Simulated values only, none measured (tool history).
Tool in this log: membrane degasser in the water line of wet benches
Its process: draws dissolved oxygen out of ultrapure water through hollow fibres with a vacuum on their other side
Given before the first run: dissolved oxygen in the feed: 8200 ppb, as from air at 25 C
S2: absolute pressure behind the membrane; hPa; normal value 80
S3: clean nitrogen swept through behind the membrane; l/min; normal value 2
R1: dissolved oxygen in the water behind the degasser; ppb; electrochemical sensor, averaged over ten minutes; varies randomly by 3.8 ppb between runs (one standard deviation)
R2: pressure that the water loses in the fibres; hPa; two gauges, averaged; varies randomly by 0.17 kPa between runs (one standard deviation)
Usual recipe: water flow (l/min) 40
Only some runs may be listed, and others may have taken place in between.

Run 1, hour 0.0: usual settings. Result: R1 387.0 ppb, R2 294.7 hPa.
Run 2, hour 39.3: usual settings. Result: R1 385.9 ppb, R2 292.1 hPa.
Run 3, hour 97.6: usual settings. Result: R1 384.7 ppb, R2 292.9 hPa.
Run 4, hour 138.5: usual settings. Result: R1 384.6 ppb, R2 295.0 hPa.
Run 5, hour 165.2: usual settings but water flow (l/min) 29. Result: R1 219.9 ppb, R2 212.3 hPa.
Run 6, hour 225.9: usual settings but water flow (l/min) 29. Result: R1 225.1 ppb, R2 213.4 hPa.
Run 7, hour 273.4: usual settings. Result: R1 392.6 ppb, R2 290.1 hPa.
Run 8, hour 324.7: usual settings. Result: R1 389.2 ppb, R2 294.6 hPa.
Run 9, hour 366.5: usual settings. Result: R1 389.9 ppb, R2 294.8 hPa.
Run 10, hour 412.2: usual settings. Result: R1 382.3 ppb, R2 293.3 hPa.

Predict the results of run 11:
Run 11, hour 459.6: usual settings. Result: R1 ?, R2 ?.

R1: 385.9 ppb
R2: 292.6 hPa
With no hidden state in the tool, this same run would have given R1 376.1 ppb, R2 290.9 hPa.
